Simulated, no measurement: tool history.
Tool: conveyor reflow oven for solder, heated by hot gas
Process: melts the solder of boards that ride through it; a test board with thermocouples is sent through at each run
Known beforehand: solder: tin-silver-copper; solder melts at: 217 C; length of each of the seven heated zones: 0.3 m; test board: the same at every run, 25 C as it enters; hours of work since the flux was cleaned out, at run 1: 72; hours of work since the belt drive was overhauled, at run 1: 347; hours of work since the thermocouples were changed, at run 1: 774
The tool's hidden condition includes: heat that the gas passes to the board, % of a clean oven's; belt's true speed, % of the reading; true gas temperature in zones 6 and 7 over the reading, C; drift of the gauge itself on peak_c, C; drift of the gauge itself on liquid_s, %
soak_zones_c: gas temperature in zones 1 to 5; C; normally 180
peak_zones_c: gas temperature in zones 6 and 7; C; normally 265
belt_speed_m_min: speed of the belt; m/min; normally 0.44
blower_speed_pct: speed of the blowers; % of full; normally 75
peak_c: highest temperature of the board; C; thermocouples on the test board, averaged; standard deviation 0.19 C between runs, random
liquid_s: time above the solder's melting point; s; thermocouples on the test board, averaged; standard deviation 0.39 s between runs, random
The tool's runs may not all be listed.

run     day  soak_zones_c  peak_zones_c  belt_speed_m_min  blower_speed_pct  hours of work since the flux was cleaned out  hours of work since the belt drive was overhauled  hours of work since the thermocouples were changed  peak_c  liquid_s
  1       0           180           265              0.44                75                                            72                                                347                                                 774   255.9      67.6
  2   1.279           180           265              0.44                75                                            87                                                363                                                 789   255.9      67.7
  3   1.912           180           265              0.44                75                                            95                                                370                                                 797     256        68
  4   3.171           180           265              0.44                75                                           110                                                386                                                 812   256.2      67.7
  5   3.871           180           265             0.434                75                                           119                                                394                                                 821   256.4      69.9
  6   5.188           180           265             0.434                75                                           135                                                410                                                 837   256.2      69.1
  7     6.1           180           265              0.44                75                                           146                                                421                                                 848     256      67.2
  8   7.546           188           265              0.44                75                                           163                                                439                                                 865   256.9      72.6
  9     8.5           188           265              0.44                75                                           175                                                450                                                 877     257      71.6
 10   9.942           188           265              0.44                75                                           192                                                468                                                 894   256.6      72.6
 11  11.183           188           265              0.44                75                                           207                                                483                                                 909   256.9      72.3
 12  12.562           188           265              0.44                77                                           224                                                500                                                 926   256.8      72.5
 13  13.708           189           262              0.44                52                                           238                                                514                                                 940   251.2      67.7
 14  14.762           184           263              0.44                51                                           251                                                526                                                 953   250.9        65
 15  15.508           180           265             0.438                75                                           260                                                536                                                 962   255.6      67.9
 16  16.288           194           276              0.44                75                                           269                                                545                                                 971   267.3      79.9
 17  17.475           186           265              0.44                72                                           284                                                560                                                 986     256      70.3
 18    18.1           180           274             0.452                75                                           292                                                567                                                 994   262.4      69.9
     18.879  -- flux residue cleaned out of gas plates and filters
 19  19.146           187           265              0.44                75                                             3                                                577                                                1004   258.6      73.3
 20  20.179           170           265              0.44                75                                            16                                                590                                                1016   256.1      65.2
 21    21.6           170           265              0.44                75                                            33                                                607                                                1034   255.9      64.7

Each row is a separate what-if for the run after 21, all from the same tool condition, not one after another. Results?
  A  22.867           168           265             0.454                75                                            48                                                622                                                1049       ?         ?
  B  22.867           170           255              0.44                75                                            48                                                622                                                1049       ?         ?
  C  22.867           179           270              0.49                75                                            48                                                622                                                1049       ?         ?
  D  22.867           166           265              0.39                51                                            48                                                622                                                1049       ?         ?

run  peak_c  liquid_s
  A   255.1      60.4
  B   247.1      57.7
  C   258.5      62.8
  D   254.7      70.8
With the hidden condition removed and each run's random variation left untouched, the same runs would have given:
run  peak_c  liquid_s
  A   252.5      57.8
  B   244.4      54.6
  C   255.9      60.4
  D   251.9      67.5

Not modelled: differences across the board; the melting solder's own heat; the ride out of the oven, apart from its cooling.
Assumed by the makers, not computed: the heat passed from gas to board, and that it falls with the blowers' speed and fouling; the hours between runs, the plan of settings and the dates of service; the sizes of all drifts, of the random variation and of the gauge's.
